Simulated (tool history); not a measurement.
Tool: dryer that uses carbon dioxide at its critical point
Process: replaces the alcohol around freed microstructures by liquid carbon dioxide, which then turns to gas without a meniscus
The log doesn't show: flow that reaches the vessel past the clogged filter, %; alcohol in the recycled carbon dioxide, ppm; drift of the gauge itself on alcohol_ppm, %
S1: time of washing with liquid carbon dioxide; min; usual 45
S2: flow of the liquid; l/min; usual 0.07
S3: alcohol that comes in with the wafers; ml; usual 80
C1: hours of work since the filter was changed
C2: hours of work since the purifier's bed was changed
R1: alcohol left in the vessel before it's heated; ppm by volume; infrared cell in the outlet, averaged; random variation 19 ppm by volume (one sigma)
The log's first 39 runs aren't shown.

run	hour	S1	S2	S3	C1	C2	R1
40	720.6	45	0.0534	39	21	253	2146
41	744.5	46	0.0673	80	29	261	1558
42	758.5	66	0.1118	80	34	266	42
43	774.4	53	0.0962	80	39	271	110
44	789.5	53	0.0962	80	44	276	110
45	811.7	45	0.0563	80	52	284	3942
46	827.7	36	0.0927	47	57	289	691
47	845	63	0.1044	80	63	295	49
48	870.6	63	0.1044	80	72	304	53

Forecast each of these 3 alternatives for the next run:
A	886.7	63	0.061	80	77	309	?
B	886.7	63	0.0521	48	77	309	?
C	886.7	33	0.0847	80	77	309	?

run	R1
A	717
B	978
C	2816
Without the tool's hidden state the same runs would have given:
run	R1
A	443
B	658
C	2030

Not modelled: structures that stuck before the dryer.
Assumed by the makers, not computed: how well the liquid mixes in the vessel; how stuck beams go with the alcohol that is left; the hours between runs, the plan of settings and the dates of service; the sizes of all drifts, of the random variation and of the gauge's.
